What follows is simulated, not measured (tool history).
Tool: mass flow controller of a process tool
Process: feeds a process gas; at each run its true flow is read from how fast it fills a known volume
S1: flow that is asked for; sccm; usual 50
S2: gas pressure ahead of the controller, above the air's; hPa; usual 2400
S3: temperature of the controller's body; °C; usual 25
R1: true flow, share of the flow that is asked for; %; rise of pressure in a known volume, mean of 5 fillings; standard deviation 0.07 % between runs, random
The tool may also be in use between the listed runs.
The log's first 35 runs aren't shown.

run      day   S1    S2  S3     R1
 36  143.104   99  2400  25  97.92
 37  146.262   99  2400  25  97.74
 38  149.800  100  2400  37  98.04
 39  153.567  100  2400  37  97.79
 40  158.479  100  2400  37  97.51
 41  162.179   23  2440  27  94.75
 42  164.667   23  2440  27  94.82
 43  167.925   23  2440  27  94.53
 44  173.342   41  1980  26  94.50
 45  179.050   41  1980  26  94.10
 46  182.142   45  1650  23  93.94
 47  186.862   45  2310  31  94.23
 48  189.983   85  1870  29  94.94

What if the next run were any one of these 4? Each begins from the tool's condition after run 48:
  A  194.750  50  2240  21   ?
  B  194.750  55  2320  20   ?
  C  194.750  85  2250  30   ?
  D  194.750  50  2400  25   ?

run     R1
  A  93.34
  B  93.52
  C  94.63
  D  93.61
Had the tool no hidden state, the same runs would have come out as:
run     R1
  A  98.44
  B  98.63
  C  99.80
  D  98.72
